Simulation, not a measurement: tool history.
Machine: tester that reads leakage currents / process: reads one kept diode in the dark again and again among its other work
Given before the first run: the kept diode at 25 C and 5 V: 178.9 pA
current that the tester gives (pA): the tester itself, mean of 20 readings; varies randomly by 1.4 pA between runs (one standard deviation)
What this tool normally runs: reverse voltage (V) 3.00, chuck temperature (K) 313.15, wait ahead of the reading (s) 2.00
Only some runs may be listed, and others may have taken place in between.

run	hour	reverse voltage (V)	chuck temperature (K)	wait ahead of the reading (s)	current that the tester gives (pA)
1	0.0	3.00	313.15	2.00	469.22
2	109.0	3.00	313.15	6.72	470.93
3	236.2	3.00	313.15	2.00	469.62
4	325.8	3.00	313.15	2.00	470.53
5	460.4	3.00	313.15	0.52	468.75
6	611.1	3.00	313.15	3.89	467.38
7	716.4	3.00	313.15	3.89	470.95
8	847.8	3.00	301.15	2.00	183.06
9	990.8	3.00	301.15	2.00	182.49
10	1076.8	3.00	313.15	2.00	466.67
11	1206.6	3.00	312.15	2.00	435.77
12	1288.2	3.00	312.15	0.75	437.07
13	1380.8	3.00	312.15	0.75	432.90
14	1452.7	3.00	313.15	2.00	468.88
15	1591.9	3.00	313.15	2.00	469.80
16	1732.4	3.00	313.15	2.00	467.33
17	1870.4	3.00	313.15	2.00	470.01
18	1932.5	2.33	313.15	2.00	418.44
19	2016.7	3.00	319.15	2.55	731.43
20	2095.8	1.47	308.15	0.38	233.42
21	2185.1	1.47	301.15	0.38	131.94
22	2283.2	1.66	294.15	1.78	77.84
23	2430.9	1.66	294.15	1.78	77.97
24	2512.2	3.29	317.15	8.36	658.39
25	2630.8	2.64	313.15	9.05	442.62
26	2709.5	5.85	306.15	0.43	372.55
27	2857.5	6.17	298.15	0.67	198.19
28	2965.8	2.48	311.15	2.28	371.20
29	3040.0	2.48	308.15	0.66	295.72
30	3158.6	2.48	308.15	0.66	293.97
31	3259.4	2.48	304.15	3.52	213.73
32	3323.3	2.48	304.15	3.52	213.41
33	3455.8	11.43	300.15	0.92	308.24
34	3606.1	11.43	301.15	0.92	336.30
35	3677.0	18.47	298.15	4.30	321.60

Removed from this log: 2 entries logged between the listed runs. Between which two listed runs does each belong, and how does the tool's hidden state at the listed run before it compare with that at the listed run after it?
Between runs 8 and 9: probe card cleaned and baked (hour 959.8)
  stray current of the dirty probe card, pA a volt: 0.028 -> 0.02
Between runs 11 and 12: chuck's temperature calibrated (hour 1225.2)
  true chuck temperature over the reading, C: 0.01 -> 0

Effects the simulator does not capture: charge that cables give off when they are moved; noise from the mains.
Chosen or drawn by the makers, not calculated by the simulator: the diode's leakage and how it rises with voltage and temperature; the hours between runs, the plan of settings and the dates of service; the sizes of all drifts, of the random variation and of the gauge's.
